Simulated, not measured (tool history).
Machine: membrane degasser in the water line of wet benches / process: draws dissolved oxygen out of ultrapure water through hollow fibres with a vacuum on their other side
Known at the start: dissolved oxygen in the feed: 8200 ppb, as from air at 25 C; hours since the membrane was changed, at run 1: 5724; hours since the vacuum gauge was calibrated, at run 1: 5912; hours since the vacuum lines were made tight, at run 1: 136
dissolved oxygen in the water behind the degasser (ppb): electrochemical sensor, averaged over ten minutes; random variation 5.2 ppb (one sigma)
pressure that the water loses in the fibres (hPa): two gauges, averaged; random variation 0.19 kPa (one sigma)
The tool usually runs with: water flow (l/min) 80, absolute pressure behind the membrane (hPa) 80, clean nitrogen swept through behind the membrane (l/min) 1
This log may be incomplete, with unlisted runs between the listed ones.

run    hour  water flow (l/min)  absolute pressure behind the membrane (hPa)  clean nitrogen swept through behind the membrane (l/min)  hours since the membrane was changed  hours since the vacuum gauge was calibrated  hours since the vacuum lines were made tight  dissolved oxygen in the water behind the degasser (ppb)  pressure that the water loses in the fibres (hPa)
  1       0                  80                                           80                                                         1                                  5724                                         5912                                           136                                                    617.3                                              374.6
  2   145.7                  80                                           80                                                         1                                  5870                                         6057                                           281                                                      614                                              369.2
  3   309.9                  80                                           80                                                         1                                  6034                                         6221                                           446                                                    609.6                                              373.2
  4   422.6                  80                                           80                                                         1                                  6147                                         6334                                           558                                                    622.7                                              376.6
  5   592.8                  80                                           80                                                         1                                  6317                                         6504                                           729                                                    620.2                                              372.7
      610.6  -- vacuum gauge calibrated
  6   775.2                  80                                           80                                                         1                                  6499                                          165                                           910                                                    622.8                                              374.1
  7   966.6                  80                                           80                                                         1                                  6690                                          356                                          1102                                                      621                                                373
  8  1087.4                  80                                        115.2                                                         1                                  6811                                          477                                          1223                                                   1016.2                                              374.2
  9  1188.6                  80                                        115.2                                                         1                                  6912                                          578                                          1324                                                   1024.3                                              372.7
 10    1373                  80                                        115.2                                                         1                                  7097                                          762                                          1508                                                   1028.2                                                375
 11  1473.5                  80                                        115.2                                                         1                                  7197                                          863                                          1609                                                   1014.5                                              374.9
 12    1569                  80                                        115.2                                                         1                                  7293                                          958                                          1704                                                   1021.8                                              374.8
 13  1726.5                  80                                           80                                                      2.16                                  7450                                         1116                                          1862                                                    364.6                                              376.3
 14  1864.7                 106                                           80                                                         1                                  7588                                         1254                                          2000                                                    746.4                                              492.5
 15  1971.2                  80                                           80                                                      1.05                                  7695                                         1361                                          2106                                                    597.1                                                373
 16  2145.8                  80                                           80                                                      1.05                                  7870                                         1535                                          2281                                                      594                                              372.1
 17  2290.8                  80                                           80                                                      1.05                                  8014                                         1680                                          2426                                                    600.7                                              371.3
 18  2475.1                  80                                           80                                                      1.05                                  8199                                         1864                                          2610                                                    601.7                                              370.3

Run 19 has not been measured yet. What should we expect?
 19  2640.5                  89                                        128.5                                                      1.43                                  8364                                         2030                                          2776                                                        ?                                                  ?

Run 19 came out at dissolved oxygen in the water behind the degasser (ppb) 1004.1, pressure that the water loses in the fibres (hPa) 417.4.
With the hidden condition absent and the run-to-run variation left alone, this run would have shown dissolved oxygen in the water behind the degasser (ppb) 1003.7, pressure that the water loses in the fibres (hPa) 417.1.

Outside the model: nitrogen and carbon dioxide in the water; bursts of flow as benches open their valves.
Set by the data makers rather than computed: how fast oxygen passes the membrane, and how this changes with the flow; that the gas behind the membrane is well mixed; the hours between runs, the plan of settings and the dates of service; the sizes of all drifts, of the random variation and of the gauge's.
